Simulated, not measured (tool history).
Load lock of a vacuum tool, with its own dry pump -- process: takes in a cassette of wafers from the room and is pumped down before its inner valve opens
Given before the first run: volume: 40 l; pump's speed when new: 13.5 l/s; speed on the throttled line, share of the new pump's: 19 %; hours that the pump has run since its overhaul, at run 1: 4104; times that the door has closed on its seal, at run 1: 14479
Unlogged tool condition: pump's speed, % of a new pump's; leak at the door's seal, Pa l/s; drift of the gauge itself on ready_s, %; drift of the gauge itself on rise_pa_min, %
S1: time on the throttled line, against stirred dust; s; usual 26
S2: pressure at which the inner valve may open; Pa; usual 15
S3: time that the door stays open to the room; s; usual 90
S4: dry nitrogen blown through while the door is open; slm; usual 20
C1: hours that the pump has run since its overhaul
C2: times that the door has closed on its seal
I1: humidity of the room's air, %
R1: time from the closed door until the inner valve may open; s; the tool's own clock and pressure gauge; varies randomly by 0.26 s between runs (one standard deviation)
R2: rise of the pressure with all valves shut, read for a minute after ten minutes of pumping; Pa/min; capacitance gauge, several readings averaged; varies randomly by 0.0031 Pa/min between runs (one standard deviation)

{"run": 1, "hour": 0.0, "S1": 26, "S2": 15, "S3": 90, "S4": 20, "C1": 4104, "C2": 14479, "I1": 47.2, "R1": 48.4, "R2": 0.104}
{"run": 2, "hour": 314.1, "S1": 26, "S2": 15, "S3": 90, "S4": 20, "C1": 4418, "C2": 15587, "I1": 44.5, "R1": 47.9, "R2": 0.1}
{"run": 3, "hour": 833.9, "S1": 26, "S2": 15, "S3": 90, "S4": 20, "C1": 4938, "C2": 17420, "I1": 47.4, "R1": 48.3, "R2": 0.113}
{"run": 4, "hour": 1399.9, "S1": 26, "S2": 15, "S3": 90, "S4": 20, "C1": 5504, "C2": 19417, "I1": 40.8, "R1": 48.3, "R2": 0.108}
{"run": 5, "hour": 1841.8, "S1": 26, "S2": 15, "S3": 90, "S4": 20, "C1": 5946, "C2": 20976, "I1": 43.1, "R1": 48.1, "R2": 0.116}
{"run": 6, "hour": 2349.6, "S1": 26, "S2": 15, "S3": 128, "S4": 20, "C1": 6454, "C2": 22767, "I1": 44.7, "R1": 48.1, "R2": 0.14}
{"run": 7, "hour": 2898.1, "S1": 26, "S2": 15, "S3": 128, "S4": 20, "C1": 7002, "C2": 24702, "I1": 45.7, "R1": 48.2, "R2": 0.148}
{"run": 8, "hour": 3408.3, "S1": 26, "S2": 15, "S3": 90, "S4": 19, "C1": 7513, "C2": 26502, "I1": 45.3, "R1": 48.8, "R2": 0.144}
{"run": 9, "hour": 3732.4, "S1": 26, "S2": 15, "S3": 90, "S4": 19, "C1": 7837, "C2": 27645, "I1": 43.8, "R1": 48.7, "R2": 0.145}
{"run": 10, "hour": 4144.4, "S1": 26, "S2": 15, "S3": 90, "S4": 19, "C1": 8249, "C2": 29099, "I1": 47.6, "R1": 48.4, "R2": 0.159}
{"run": 11, "hour": 4704.3, "S1": 26, "S2": 15, "S3": 90, "S4": 19, "C1": 8809, "C2": 31074, "I1": 42.7, "R1": 48.9, "R2": 0.16}
{"run": 12, "hour": 5287.0, "S1": 26, "S2": 15, "S3": 216, "S4": 20, "C1": 9391, "C2": 33129, "I1": 41, "R1": 49.2, "R2": 0.192}
{"run": 13, "hour": 5605.5, "S1": 26, "S2": 15, "S3": 90, "S4": 20, "C1": 9710, "C2": 34253, "I1": 46.9, "R1": 48.8, "R2": 0.177}
{"run": 14, "hour": 6040.7, "S1": 39, "S2": 15, "S3": 90, "S4": 20, "C1": 10145, "C2": 35788, "I1": 47.7, "R1": 59.7, "R2": 0.184}
{"run": 15, "hour": 6404.8, "S1": 17, "S2": 15, "S3": 90, "S4": 20, "C1": 10509, "C2": 37073, "I1": 43.4, "R1": 42, "R2": 0.189}
{"run": 16, "hour": 6787.6, "S1": 17, "S2": 15, "S3": 90, "S4": 20, "C1": 10892, "C2": 38423, "I1": 43.8, "R1": 41.9, "R2": 0.187}
{"run": 17, "hour": 7136.8, "S1": 17, "S2": 15, "S3": 90, "S4": 20, "C1": 11241, "C2": 39655, "I1": 44.6, "R1": 42.2, "R2": 0.193}
{"run": 18, "hour": 7441.6, "S1": 17, "S2": 15, "S3": 90, "S4": 20, "C1": 11546, "C2": 40730, "I1": 46.7, "R1": 42, "R2": 0.204}
{"run": 19, "hour": 8046.6, "S1": 15, "S2": 15, "S3": 90, "S4": 36, "C1": 12151, "C2": 42864, "I1": 41.9, "R1": 41, "R2": 0.204}

Forecast run 20:
{"run": 20, "hour": 8454.7, "S1": 26, "S2": 15, "S3": 33, "S4": 20, "C1": 12559, "C2": 44304, "I1": 46.2, "R1": "?", "R2": "?"}

R1: 49.7 s
R2: 0.203 Pa/min
With no hidden state in the tool, this same run would have given R1 47.4 s, R2 0.039 Pa/min.

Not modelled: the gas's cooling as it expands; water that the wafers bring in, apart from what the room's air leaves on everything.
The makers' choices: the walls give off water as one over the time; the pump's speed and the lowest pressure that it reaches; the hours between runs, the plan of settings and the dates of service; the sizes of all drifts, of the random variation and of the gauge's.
